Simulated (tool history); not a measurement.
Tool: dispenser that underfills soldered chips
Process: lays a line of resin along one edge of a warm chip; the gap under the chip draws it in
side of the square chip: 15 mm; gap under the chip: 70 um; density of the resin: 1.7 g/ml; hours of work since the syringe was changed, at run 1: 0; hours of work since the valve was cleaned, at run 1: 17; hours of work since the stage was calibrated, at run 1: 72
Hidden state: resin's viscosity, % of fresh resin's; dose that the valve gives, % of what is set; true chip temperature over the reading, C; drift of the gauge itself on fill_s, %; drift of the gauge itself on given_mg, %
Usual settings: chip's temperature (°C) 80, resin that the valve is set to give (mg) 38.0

run     day  chip's temperature (°C)  resin that the valve is set to give (mg)  hours of work since the syringe was changed  hours of work since the valve was cleaned  hours of work since the stage was calibrated  time until the resin shows at the far edge (s)  resin that the valve gave (mg)
  1   0.000                       80                                      38.0                                            0                                         17                                            72                                           254.0                           37.84
  2   0.308                       80                                      38.0                                            5                                         22                                            77                                           346.4                           37.64
      0.562  -- new syringe of resin
  3   0.604                       80                                      40.3                                            1                                         26                                            81                                           254.1                           39.66
  4   0.996                       80                                      33.7                                            6                                         31                                            86                                           402.3                           33.03
      1.125  -- new syringe of resin
  5   1.333                       80                                      33.7                                            3                                         36                                            91                                           312.9                           33.16
      1.667  -- new syringe of resin
  6   1.729                       80                                      38.0                                            1                                         42                                            97                                           269.6                           36.82
  7   2.075                       80                                      44.9                                            6                                         47                                           102                                           376.0                           43.64
      2.221  -- new syringe of resin
  8   2.433                       80                                      44.9                                            3                                         52                                           107                                           295.9                           43.44
  9   2.646                       80                                      44.9                                            6                                         55                                           110                                           383.8                           43.66
      2.775  -- new syringe of resin
 10   3.033                       80                                      44.9                                            4                                         60                                           115                                           321.0                           43.38
      3.321  -- new syringe of resin
 11   3.388                       80                                      44.9                                            1                                         65                                           120                                           257.5                           43.21
 12   3.604                       80                                      44.9                                            4                                         68                                           123                                           324.5                           42.71
      3.871  -- new syringe of resin
 13   4.017                       80                                      44.9                                            2                                         74                                           129                                           286.6                           42.76
 14   4.312                       80                                      44.9                                            6                                         78                                           133                                           389.8                           42.71
      4.421  -- new syringe of resin
 15   4.596                       80                                      44.9                                            3                                         82                                           137                                           299.2                           42.89
 16   4.812                       80                                      44.9                                            6                                         85                                           140                                           369.7                           42.73
      4.988  -- new syringe of resin
 17   5.288                       80                                      35.8                                            4                                         92                                           147                                           354.7                           33.82
      5.538  -- new syringe of resin
 18   5.742                       80                                      35.8                                            3                                         98                                           153                                           318.4                           33.37
 19   5.942                       71                                      46.6                                            6                                        101                                           156                                           608.9                           43.50
      6.079  -- new syringe of resin
 20   6.200                       67                                      42.6                                            2                                        105                                           160                                           573.7                           39.53
 21   6.583                       67                                      42.6                                            7                                        110                                           165                                           854.2                           40.00
      6.650  -- dispensing valve cleaned and set on the balance
      6.700  -- new syringe of resin
 22   7.088                       83                                      42.5                                            6                                          6                                           172                                           321.4                           42.08
      7.262  -- new syringe of resin
 23   7.400                       83                                      42.5                                            2                                         10                                           176                                           245.0                           42.08
 24   7.642                       82                                      49.1                                            5                                         14                                           180                                           328.2                           48.28
      7.817  -- new syringe of resin
 25   7.908                       82                                      49.1                                            1                                         18                                           183                                           249.2                           48.43
 26   8.204                       92                                      37.7                                            6                                         22                                           187                                           212.9                           37.10
      8.375  -- new syringe of resin
 27   8.692                       65                                      38.5                                            5                                         29                                           194                                           793.3                           37.44
      8.933  -- new syringe of resin
 28   8.967                       65                                      38.5                                            1                                         33                                           198                                           603.5                           37.52
 29   9.221                       65                                      38.5                                            4                                         36                                           202                                           797.6                           37.31
      9.496  -- new syringe of resin
 30   9.575                       65                                      38.5                                            1                                         41                                           207                                           640.0                           37.46
     10.046  -- new syringe of resin
 31  10.046                       65                                      38.5                                            0                                         48                                           213                                           579.7                           37.15
 32  10.325                       65                                      40.3                                            4                                         52                                           217                                           763.7                           39.00
     10.604  -- new syringe of resin
 33  10.608                       76                                      38.0                                            0                                         56                                           221                                           315.7                           36.74
 34  10.971                       80                                      42.2                                            5                                         61                                           226                                           374.4                           40.47
     11.154  -- new syringe of resin
 35  11.183                       82                                      33.2                                            0                                         64                                           229                                           261.9                           31.84
 36  11.500                       70                                      37.1                                            5                                         68                                           234                                           647.0                           35.24

Some steps in time until the resin shows at the far edge (s) between neighbouring runs. How much of each would the tool show without its hidden state too (settings, what came in, random variation), and how much is left for the hidden state, with any gauge scatter that isn't in both results?
Run 20 -> 21: no setting changed, nothing entered. time until the resin shows at the far edge (s) +280.5: hidden state +284.0, all else -3.5.
Run 21 -> 22: chip's temperature (°C) 67 -> 83, resin that the valve is set to give (mg) 42.6 -> 42.5, dispensing valve cleaned and set on the balance, new syringe of resin. time until the resin shows at the far edge (s) -532.8: hidden state -270.4, all else -262.4.
Run 26 -> 27: chip's temperature (°C) 92 -> 65, resin that the valve is set to give (mg) 37.7 -> 38.5, new syringe of resin. time until the resin shows at the far edge (s) +580.4: hidden state +180.8, all else +399.6.
Run 32 -> 33: chip's temperature (°C) 65 -> 76, resin that the valve is set to give (mg) 40.3 -> 38.0, new syringe of resin. time until the resin shows at the far edge (s) -448.0: hidden state -216.5, all else -231.5.
